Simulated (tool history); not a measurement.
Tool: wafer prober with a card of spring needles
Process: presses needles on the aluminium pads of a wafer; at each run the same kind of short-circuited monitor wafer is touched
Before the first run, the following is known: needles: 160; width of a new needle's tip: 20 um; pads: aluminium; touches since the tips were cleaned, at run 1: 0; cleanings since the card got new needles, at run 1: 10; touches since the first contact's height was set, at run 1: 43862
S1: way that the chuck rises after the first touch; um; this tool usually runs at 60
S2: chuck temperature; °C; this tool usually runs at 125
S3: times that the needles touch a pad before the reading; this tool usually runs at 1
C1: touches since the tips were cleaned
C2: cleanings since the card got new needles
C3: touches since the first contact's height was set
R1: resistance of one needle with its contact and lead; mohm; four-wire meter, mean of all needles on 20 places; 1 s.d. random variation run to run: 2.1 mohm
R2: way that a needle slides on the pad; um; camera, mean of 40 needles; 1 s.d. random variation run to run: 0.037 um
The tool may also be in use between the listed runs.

Run 1, hour 0.0: usual settings; C1 0; C2 10; C3 43862. Result: R1 232 mohm, R2 14.66 um.
At hour 7.7: tips cleaned on abrasive film.
At hour 14.8: tips cleaned on abrasive film.
Run 2, hour 18.3: usual settings; C1 1938; C2 12; C3 53846. Result: R1 236 mohm, R2 14.57 um.
At hour 22.6: tips cleaned on abrasive film.
Run 3, hour 27.5: usual settings; C1 2726; C2 13; C3 58882. Result: R1 234 mohm, R2 14.54 um.
At hour 29.7: tips cleaned on abrasive film.
At hour 37.4: tips cleaned on abrasive film.
Run 4, hour 41.3: usual settings; C1 2131; C2 15; C3 66397. Result: R1 235 mohm, R2 14.58 um.
At hour 44.2: tips cleaned on abrasive film.
At hour 52.4: tips cleaned on abrasive film.
Run 5, hour 52.9: usual settings; C1 245; C2 17; C3 72674. Result: R1 235 mohm, R2 14.51 um.
At hour 59.5: tips cleaned on abrasive film.
Run 6, hour 63.2: usual settings; C1 2050; C2 18; C3 78307. Result: R1 238 mohm, R2 14.50 um.
At hour 66.8: tips cleaned on abrasive film.
At hour 74.8: tips cleaned on abrasive film.
At hour 82.2: tips cleaned on abrasive film.
Run 7, hour 84.0: usual settings; C1 956; C2 21; C3 89630. Result: R1 240 mohm, R2 14.47 um.
At hour 89.7: tips cleaned on abrasive film.
At hour 97.8: tips cleaned on abrasive film.
Run 8, hour 101.8: usual settings; C1 2183; C2 23; C3 99359. Result: R1 236 mohm, R2 14.39 um.
At hour 105.6: tips cleaned on abrasive film.
Run 9, hour 111.3: usual settings but S2 59 °C; C1 3152; C2 24; C3 104553. Result: R1 221 mohm, R2 14.46 um.
At hour 113.0: tips cleaned on abrasive film.
At hour 120.9: tips cleaned on abrasive film.
At hour 128.6: tips cleaned on abrasive film.
At hour 130.3: height of the first contact set anew.
Run 10, hour 131.2: usual settings but S2 59 °C; C1 1281; C2 27; C3 536. Result: R1 220 mohm, R2 14.34 um.
At hour 136.5: tips cleaned on abrasive film.
At hour 144.2: tips cleaned on abrasive film.
Run 11, hour 147.6: usual settings but S2 59 °C; C1 1856; C2 29; C3 9432. Result: R1 218 mohm, R2 14.32 um.
At hour 152.1: tips cleaned on abrasive film.
At hour 159.3: tips cleaned on abrasive film.
Run 12, hour 160.9: usual settings but S2 59 °C; C1 907; C2 31; C3 16704. Result: R1 219 mohm, R2 14.35 um.
At hour 166.2: tips cleaned on abrasive film.
At hour 173.7: tips cleaned on abrasive film.
Run 13, hour 175.7: usual settings but S2 59 °C; C1 1077; C2 33; C3 24757. Result: R1 219 mohm, R2 14.33 um.
At hour 181.0: tips cleaned on abrasive film.
At hour 189.1: tips cleaned on abrasive film.
Run 14, hour 189.7: usual settings but S1 56 um, S2 53 °C, S3 2; C1 351; C2 35; C3 32380. Result: R1 222 mohm, R2 13.36 um.
At hour 197.1: tips cleaned on abrasive film.
At hour 204.7: tips cleaned on abrasive film.
Run 15, hour 208.1: usual settings but S2 49 °C, S3 2; C1 1863; C2 37; C3 42435. Result: R1 218 mohm, R2 14.34 um.
At hour 211.9: tips cleaned on abrasive film.
At hour 219.7: tips cleaned on abrasive film.
Run 16, hour 222.7: usual settings but S1 64 um, S2 43 °C; C1 1634; C2 39; C3 50361. Result: R1 216 mohm, R2 15.23 um.
At hour 226.5: tips cleaned on abrasive film.
At hour 233.7: tips cleaned on abrasive film.
At hour 234.8: gauge calibrated.
At hour 240.9: tips cleaned on abrasive film.
Run 17, hour 242.6: usual settings but S2 73 °C; C1 937; C2 42; C3 61226. Result: R1 225 mohm, R2 14.62 um.

What would each run have given without the hidden state, its run-to-run variation left as it was?
Hidden conditions of the tool in this case: debris on the tips, nm; way that the needles fall short of the set height, um; tips' diameter, um; drift of the gauge itself on contact_mohm, %; drift of the gauge itself on scrub_um, %.
run     R2
  1  14.67
  2  14.61
  3  14.59
  4  14.66
  5  14.61
  6  14.62
  7  14.63
  8  14.58
  9  14.67
 10  14.58
 11  14.59
 12  14.64
 13  14.65
 14  13.68
 15  14.72
 16  15.66
 17  14.64
For R1, the value without the hidden state is never more than 1 mohm from the measured value.
